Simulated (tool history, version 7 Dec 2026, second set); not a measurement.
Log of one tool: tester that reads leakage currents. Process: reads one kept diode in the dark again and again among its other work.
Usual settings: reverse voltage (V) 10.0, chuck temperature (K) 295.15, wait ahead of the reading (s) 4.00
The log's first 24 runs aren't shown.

| run | hour | reverse voltage (V) | chuck temperature (K) | wait ahead of the reading (s) | current that the tester gives (pA) |
|---|---|---|---|---|---|
| 25 | 815.6 | 1.4 | 323.15 | 9.16 | 521.92 |
| 26 | 843.9 | 2.8 | 295.15 | 3.82 | 78.53 |
| 27 | 879.8 | 2.8 | 295.15 | 3.82 | 79.02 |
| 28 | 912.0 | 2.8 | 295.15 | 3.82 | 78.80 |
| 29 | 949.2 | 6.3 | 332.15 | 1.38 | 2139.19 |
| 30 | 977.7 | 10.0 | 314.15 | 4.00 | 726.47 |
| 31 | 1003.4 | 10.0 | 314.15 | 4.00 | 718.78 |
| 32 | 1053.9 | 8.0 | 295.15 | 0.51 | 137.14 |

5 ways to go on from here, each from the tool as it stands after run 32. What would each give?
| A | 1090.7 | 8.0 | 295.15 | 0.80 | ? |
| B | 1090.7 | 2.5 | 304.15 | 2.70 | ? |
| C | 1090.7 | 6.2 | 327.15 | 2.15 | ? |
| D | 1090.7 | 14.0 | 299.15 | 4.00 | ? |
| E | 1090.7 | 8.0 | 295.15 | 3.64 | ? |

| run | current that the tester gives (pA) |
|---|---|
| A | 136.35 |
| B | 159.86 |
| C | 1491.43 |
| D | 253.53 |
| E | 135.85 |
Without the tool's hidden state the same runs would have given:
| run | current that the tester gives (pA) |
|---|---|
| A | 136.22 |
| B | 159.79 |
| C | 1491.05 |
| D | 253.30 |
| E | 135.72 |

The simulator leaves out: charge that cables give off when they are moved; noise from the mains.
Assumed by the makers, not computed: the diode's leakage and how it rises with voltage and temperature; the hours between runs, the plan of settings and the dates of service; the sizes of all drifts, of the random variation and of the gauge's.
